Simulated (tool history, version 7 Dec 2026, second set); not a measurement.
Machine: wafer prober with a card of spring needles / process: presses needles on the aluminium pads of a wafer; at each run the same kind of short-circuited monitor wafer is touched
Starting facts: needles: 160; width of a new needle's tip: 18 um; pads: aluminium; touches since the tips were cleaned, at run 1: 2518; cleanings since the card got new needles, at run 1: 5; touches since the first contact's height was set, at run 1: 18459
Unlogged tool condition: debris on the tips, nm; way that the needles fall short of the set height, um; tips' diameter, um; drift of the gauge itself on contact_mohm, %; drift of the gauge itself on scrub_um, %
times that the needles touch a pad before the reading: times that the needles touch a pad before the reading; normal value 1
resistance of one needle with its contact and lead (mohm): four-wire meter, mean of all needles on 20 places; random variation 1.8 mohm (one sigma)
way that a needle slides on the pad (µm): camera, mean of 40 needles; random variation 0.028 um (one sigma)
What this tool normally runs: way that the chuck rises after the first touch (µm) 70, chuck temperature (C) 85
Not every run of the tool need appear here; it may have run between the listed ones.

run   hour  way that the chuck rises after the first touch (µm)  chuck temperature (C)  times that the needles touch a pad before the reading  touches since the tips were cleaned  cleanings since the card got new needles  touches since the first contact's height was set  resistance of one needle with its contact and lead (mohm)  way that a needle slides on the pad (µm)
  1      0                                                   70                     85                                                      1                                 2518                                         5                                             18459                                                        215                                     16.62
       1.3  -- tips cleaned on abrasive film
       7.5  -- tips cleaned on abrasive film
        14  -- tips cleaned on abrasive film
  2   15.5                                                   70                     85                                                      1                                  688                                         8                                             25291                                                        200                                     16.52
      20.5  -- tips cleaned on abrasive film
      27.3  -- tips cleaned on abrasive film
  3   29.3                                                   70                     85                                                      1                                  913                                        10                                             31378                                                        205                                      16.5
      34.2  -- tips cleaned on abrasive film
      40.5  -- tips cleaned on abrasive film
  4   43.5                                                   70                     85                                                      1                                 1377                                        12                                             37647                                                        214                                     16.45
      47.9  -- tips cleaned on abrasive film
  5   51.7                                                   70                     40                                                      1                                 1712                                        13                                             41283                                                        206                                     16.46
      54.6  -- tips cleaned on abrasive film
      61.6  -- tips cleaned on abrasive film
  6   62.2                                                   89                     40                                                      1                                  309                                        15                                             45900                                                        177                                     20.88
      68.2  -- tips cleaned on abrasive film
  7   69.4                                                   70                     85                                                      1                                  559                                        16                                             49067                                                        199                                     16.31
      74.6  -- tips cleaned on abrasive film
  8     79                                                   70                     85                                                      1                                 1989                                        17                                             53320                                                        223                                      16.3
      80.7  -- tips cleaned on abrasive film
        87  -- tips cleaned on abrasive film
  9     92                                                   62                     85                                                      1                                 2231                                        19                                             59051                                                        230                                     14.38
      93.3  -- tips cleaned on abrasive film
      93.6  -- height of the first contact set anew
     100.5  -- tips cleaned on abrasive film
     107.4  -- tips cleaned on abrasive film
 10  108.5                                                   62                     85                                                      1                                  466                                        22                                              6575                                                        201                                     14.12
     114.1  -- tips cleaned on abrasive film
     121.1  -- tips cleaned on abrasive film
 11  123.9                                                   62                     85                                                      1                                 1295                                        24                                             13426                                                        228                                     14.08
     127.9  -- tips cleaned on abrasive film
       135  -- tips cleaned on abrasive film
 12  139.9                                                   88                     43                                                      2                                 2170                                        26                                             20468                                                        183                                     20.27
     141.1  -- tips cleaned on abrasive film
 13  146.9                                                   70                     91                                                      3                                 2561                                        27                                             23557                                                        198                                     15.93
       148  -- tips cleaned on abrasive film
     154.7  -- tips cleaned on abrasive film
 14  156.8                                                   70                     91                                                      3                                  953                                        29                                             27930                                                        193                                     15.89
       158  -- height of the first contact set anew, once more
     162.1  -- tips cleaned on abrasive film
     168.4  -- tips cleaned on abrasive film
 15  168.4                                                   70                     91                                                      3                                    0                                        31                                              4546                                                        186                                      16.7
     175.1  -- tips cleaned on abrasive film
     181.2  -- tips cleaned on abrasive film
 16  181.2                                                   57                     63                                                      2                                    0                                        33                                             10229                                                        185                                     13.57
     188.6  -- tips cleaned on abrasive film
 17  189.4                                                   57                     63                                                      2                                  391                                        34                                             13858                                                        197                                     13.48
     195.1  -- tips cleaned on abrasive film
 18  198.8                                                   57                     63                                                      2                                 1630                                        35                                             17995                                                        215                                     13.47
     202.3  -- tips cleaned on abrasive film
 19    208                                                   83                     85                                                      1                                 2582                                        36                                             22093                                                        207                                     19.71
       209  -- tips cleaned on abrasive film
     215.5  -- tips cleaned on abrasive film
       222  -- tips cleaned on abrasive film
 20  224.4                                                   70                     85                                                      2                                 1088                                        39                                             29295                                                        202                                     16.47
     228.8  -- tips cleaned on abrasive film
     235.4  -- tips cleaned on abrasive film
 21  235.8                                                   56                     72                                                      2                                  161                                        41                                             34313                                                        196                                     13.09
     242.7  -- tips cleaned on abrasive film
     248.9  -- tips cleaned on abrasive film
 22  249.2                                                   56                     72                                                      2                                  102                                        43                                             40205                                                        192                                     12.98

4 options for the next run, each taken on its own from the tool as it stands now. Forecast them:
     255.3  -- tips cleaned on abrasive film
  A  256.6                                                   59                     81                                                      2                                  604                                        44                                             43518                                                          ?                                         ?
     255.3  -- tips cleaned on abrasive film
  B  256.6                                                   85                     85                                                      1                                  604                                        44                                             43518                                                          ?                                         ?
     255.3  -- tips cleaned on abrasive film
  C  256.6                                                   60                     75                                                      2                                  604                                        44                                             43518                                                          ?                                         ?
     255.3  -- tips cleaned on abrasive film
  D  256.6                                                   70                     92                                                      2                                  604                                        44                                             43518                                                          ?                                         ?

run  resistance of one needle with its contact and lead (mohm)  way that a needle slides on the pad (µm)
  A                                                        203                                     13.68
  B                                                        190                                     19.97
  C                                                        202                                     14.01
  D                                                        197                                     16.31
Without the tool's hidden state the same runs would have given:
run  resistance of one needle with its contact and lead (mohm)  way that a needle slides on the pad (µm)
  A                                                        184                                     14.09
  B                                                        175                                     20.38
  C                                                        183                                     14.42
  D                                                        182                                     16.72
